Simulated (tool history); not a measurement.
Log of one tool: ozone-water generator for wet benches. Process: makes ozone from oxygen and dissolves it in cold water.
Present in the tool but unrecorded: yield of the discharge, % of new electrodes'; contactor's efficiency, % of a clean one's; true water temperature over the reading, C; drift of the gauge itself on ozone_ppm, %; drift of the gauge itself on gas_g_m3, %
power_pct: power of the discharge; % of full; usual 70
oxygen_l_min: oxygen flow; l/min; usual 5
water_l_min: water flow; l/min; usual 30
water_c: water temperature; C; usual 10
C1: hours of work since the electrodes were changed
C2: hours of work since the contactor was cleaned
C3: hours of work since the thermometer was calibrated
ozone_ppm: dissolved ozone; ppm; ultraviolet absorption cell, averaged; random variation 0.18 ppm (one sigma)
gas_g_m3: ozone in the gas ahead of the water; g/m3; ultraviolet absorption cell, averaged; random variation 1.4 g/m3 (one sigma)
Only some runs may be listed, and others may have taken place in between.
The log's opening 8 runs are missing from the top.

run 9 hour=203.5 | power_pct=70 oxygen_l_min=5 water_l_min=30 water_c=10 | C1=289 C2=2926 C3=289 | ozone_ppm=23.2 gas_g_m3=262.7
run 10 hour=223.7 | power_pct=70 oxygen_l_min=6.5 water_l_min=30 water_c=10 | C1=309 C2=2946 C3=309 | ozone_ppm=23.7 gas_g_m3=225.1
run 11 hour=259.1 | power_pct=70 oxygen_l_min=5 water_l_min=30 water_c=8 | C1=344 C2=2981 C3=344 | ozone_ppm=23.5 gas_g_m3=262.4
run 12 hour=279.2 | power_pct=70 oxygen_l_min=5 water_l_min=30 water_c=8 | C1=363 C2=3001 C3=363 | ozone_ppm=23.4 gas_g_m3=261.6
run 13 hour=318 | power_pct=70 oxygen_l_min=4.6 water_l_min=30 water_c=8 | C1=402 C2=3039 C3=402 | ozone_ppm=23.2 gas_g_m3=276.2
run 14 hour=346.8 | power_pct=70 oxygen_l_min=5.67 water_l_min=30 water_c=10 | C1=430 C2=3067 C3=430 | ozone_ppm=23.2 gas_g_m3=244.5
run 15 hour=383.6 | power_pct=70 oxygen_l_min=5 water_l_min=22 water_c=10 | C1=466 C2=3104 C3=466 | ozone_ppm=31.2 gas_g_m3=262
run 16 hour=412.5 | power_pct=70 oxygen_l_min=5 water_l_min=22 water_c=10 | C1=495 C2=3132 C3=495 | ozone_ppm=31.6 gas_g_m3=258.9
-- hour=434.5 contactor cleaned
run 17 hour=455 | power_pct=70 oxygen_l_min=5 water_l_min=22 water_c=10 | C1=532 C2=20 C3=532 | ozone_ppm=32.7 gas_g_m3=261
run 18 hour=471 | power_pct=75 oxygen_l_min=8.45 water_l_min=43 water_c=6 | C1=548 C2=36 C3=548 | ozone_ppm=19.3 gas_g_m3=199.2
run 19 hour=504.3 | power_pct=48 oxygen_l_min=4.69 water_l_min=20 water_c=7 | C1=581 C2=69 C3=581 | ozone_ppm=28.1 gas_g_m3=207.9
run 20 hour=529.4 | power_pct=84 oxygen_l_min=5 water_l_min=30 water_c=5 | C1=606 C2=93 C3=606 | ozone_ppm=29.1 gas_g_m3=293
run 21 hour=557.5 | power_pct=84 oxygen_l_min=5 water_l_min=30 water_c=5 | C1=633 C2=121 C3=633 | ozone_ppm=28.7 gas_g_m3=292.9
-- hour=561.4 water thermometer calibrated
run 22 hour=592.4 | power_pct=70 oxygen_l_min=2.94 water_l_min=30 water_c=10 | C1=667 C2=155 C3=30 | ozone_ppm=21.9 gas_g_m3=354.8
run 23 hour=615.4 | power_pct=70 oxygen_l_min=2.85 water_l_min=30 water_c=10 | C1=690 C2=177 C3=53 | ozone_ppm=21.9 gas_g_m3=361.9
run 24 hour=641.7 | power_pct=42 oxygen_l_min=3.65 water_l_min=27 water_c=10 | C1=716 C2=203 C3=79 | ozone_ppm=18 gas_g_m3=219.6
run 25 hour=673.1 | power_pct=45 oxygen_l_min=3.65 water_l_min=20 water_c=5 | C1=746 C2=234 C3=110 | ozone_ppm=26.2 gas_g_m3=229.4
run 26 hour=705.5 | power_pct=45 oxygen_l_min=3.65 water_l_min=20 water_c=5 | C1=778 C2=266 C3=142 | ozone_ppm=26.4 gas_g_m3=227.7
run 27 hour=729.2 | power_pct=40 oxygen_l_min=8.11 water_l_min=30 water_c=14 | C1=802 C2=289 C3=165 | ozone_ppm=15.8 gas_g_m3=130.9
run 28 hour=750.1 | power_pct=57 oxygen_l_min=5 water_l_min=46 water_c=10 | C1=822 C2=310 C3=186 | ozone_ppm=13 gas_g_m3=222.1
run 29 hour=782.7 | power_pct=57 oxygen_l_min=5 water_l_min=46 water_c=10 | C1=854 C2=342 C3=218 | ozone_ppm=13.3 gas_g_m3=221.1
-- hour=791.4 water thermometer calibrated, once more
run 30 hour=808.5 | power_pct=94 oxygen_l_min=4.93 water_l_min=32 water_c=14 | C1=879 C2=367 C3=17 | ozone_ppm=26.3 gas_g_m3=318.5
run 31 hour=843.8 | power_pct=82 oxygen_l_min=4.93 water_l_min=47 water_c=14 | C1=914 C2=402 C3=52 | ozone_ppm=15.8 gas_g_m3=288.1
run 32 hour=878.5 | power_pct=70 oxygen_l_min=2.51 water_l_min=24 water_c=10 | C1=948 C2=436 C3=86 | ozone_ppm=26.6 gas_g_m3=385.2

Below are 5 alternative next runs, each starting from the tool's condition after run 32. Predict each:
run A hour=899.9 | power_pct=69 oxygen_l_min=5.62 water_l_min=31 water_c=10 | C1=969 C2=457 C3=107 | ozone_ppm=? gas_g_m3=?
run B hour=899.9 | power_pct=70 oxygen_l_min=3.89 water_l_min=24 water_c=6 | C1=969 C2=457 C3=107 | ozone_ppm=? gas_g_m3=?
run C hour=899.9 | power_pct=68 oxygen_l_min=5 water_l_min=30 water_c=10 | C1=969 C2=457 C3=107 | ozone_ppm=? gas_g_m3=?
run D hour=899.9 | power_pct=92 oxygen_l_min=2.51 water_l_min=24 water_c=18 | C1=969 C2=457 C3=107 | ozone_ppm=? gas_g_m3=?
run E hour=899.9 | power_pct=70 oxygen_l_min=8.01 water_l_min=24 water_c=8 | C1=969 C2=457 C3=107 | ozone_ppm=? gas_g_m3=?

run=A ozone_ppm=23.2 gas_g_m3=235.4
run=B ozone_ppm=29.9 gas_g_m3=295.4
run=C ozone_ppm=23.2 gas_g_m3=249.7
run=D ozone_ppm=30.7 gas_g_m3=466.1
run=E ozone_ppm=30.4 gas_g_m3=193
Without the tool's unlogged condition, the same runs would have read:
run=A ozone_ppm=24.5 gas_g_m3=245.7
run=B ozone_ppm=31.6 gas_g_m3=308.5
run=C ozone_ppm=24.6 gas_g_m3=260.5
run=D ozone_ppm=32.7 gas_g_m3=490.7
run=E ozone_ppm=32.1 gas_g_m3=201.5
